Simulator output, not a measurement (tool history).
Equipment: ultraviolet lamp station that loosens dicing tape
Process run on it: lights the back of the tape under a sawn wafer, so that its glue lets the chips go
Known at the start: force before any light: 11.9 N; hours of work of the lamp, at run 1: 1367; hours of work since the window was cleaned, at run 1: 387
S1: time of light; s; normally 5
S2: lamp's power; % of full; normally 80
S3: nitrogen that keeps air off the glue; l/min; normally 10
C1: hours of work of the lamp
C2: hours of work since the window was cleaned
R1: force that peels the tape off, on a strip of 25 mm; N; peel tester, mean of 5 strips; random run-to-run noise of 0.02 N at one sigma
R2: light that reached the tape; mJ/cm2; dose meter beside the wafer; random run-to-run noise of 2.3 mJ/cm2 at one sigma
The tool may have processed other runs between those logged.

run    hour  S1  S2  S3    C1   C2     R1   R2
  1       0   5  80  10  1367  387  2.359  151
  2    51.2   5  80  10  1405  425  2.456  144
  3    82.1   5  80  10  1428  448  2.378  146
  4   118.8   5  80  10  1456  476  2.466  144
  5     172   5  80  10  1496  515  2.611  141
  6   227.6   5  80  10  1537  557  2.639  138
  7   270.3   5  80  10  1569  589  2.682  133
      331.7  -- window cleaned of glue's vapour
  8   333.2   5  80  10  1616    1  2.769  131
  9   370.5   5  80  10  1644   29  2.947  129
 10   408.1   5  80  10  1672   57  2.906  130
      426.6  -- lamp changed
 11   450.4   5  80  10    18   88  1.149  224
 12   490.9   5  83  10    48  118  1.089  232
 13   552.6   5  87  10    94  165  0.992  236
 14     602   5  87  10   131  201  1.032  236
      650.6  -- window cleaned of glue's vapour, once more
 15   656.4   5  87  10   172    4  0.891  248
 16   725.5   5  87  10   223   56  0.903  244
 17   766.6   5  87  10   254   87  0.938  245
 18   812.7   5  80  10   289  121  1.129  221
 19   850.6   6  80  10   317  150  0.831  263
 20   882.4   6  80  10   341  174  0.805  259
 21   943.6   5  76  10   386  219  1.408  207
 22   996.6   5  80  10   426  259  1.272  210
 23  1041.7   7  80   3   460  293  1.825  288
 24  1092.5   7  80   3   498  331  1.878  287
 25  1129.1  10  92   5   525  358  0.433  468
 26    1189  10  92   5   570  403  0.444  454
 27    1236  10  92   5   605  438   0.48  450
 28    1266   5  92   3   628  461  2.766  222
 29  1331.5   2  70  12   677  510  5.341   67
 30  1360.6   4  84  10   699  531  2.149  158
 31  1426.2   9  84  10   748  580  0.407  348
 32  1460.5   3  61  12   773  606  4.471   84
       1497  -- window cleaned of glue's vapour
 33  1518.2   3  64  10   816   16  4.352   87
 34  1562.1   5  97   5   849   49  1.846  225
 35  1595.9   5  97   5   874   74  1.946  226
 36  1629.3   5  78   5   899   99  2.658  179
 37  1662.1   5  78   5   924  124  2.799  180
 38  1703.9   5  73   3   955  155  3.929  161
 39  1740.5   5  71   3   982  182  4.154  159
 40  1778.5   8  80  10  1011  211  0.689  276
 41  1835.5  10  92  10  1054  253  0.332  393
 42  1864.9   5  92  10  1076  275  1.499  195
 43  1896.5   6  80  10  1099  299  1.372  204
 44  1944.8   2  95  18  1135  335  4.051   80

Consider 3 possible next runs. They are alternatives, not a sequence: every one starts from the tool as it was left by run 44. What does each give?
  A  1978.8   5  63  10  1161  360   ?   ?
  B  1978.8   2  64  18  1161  360   ?   ?
  C  1978.8   8  80   5  1161  360   ?   ?

run     R1   R2
  A  2.748  130
  B  5.702   53
  C  1.411  260
Without the tool's unlogged condition, the same runs would have read:
run     R1   R2
  A  1.452  192
  B  4.052   79
  C  0.611  387
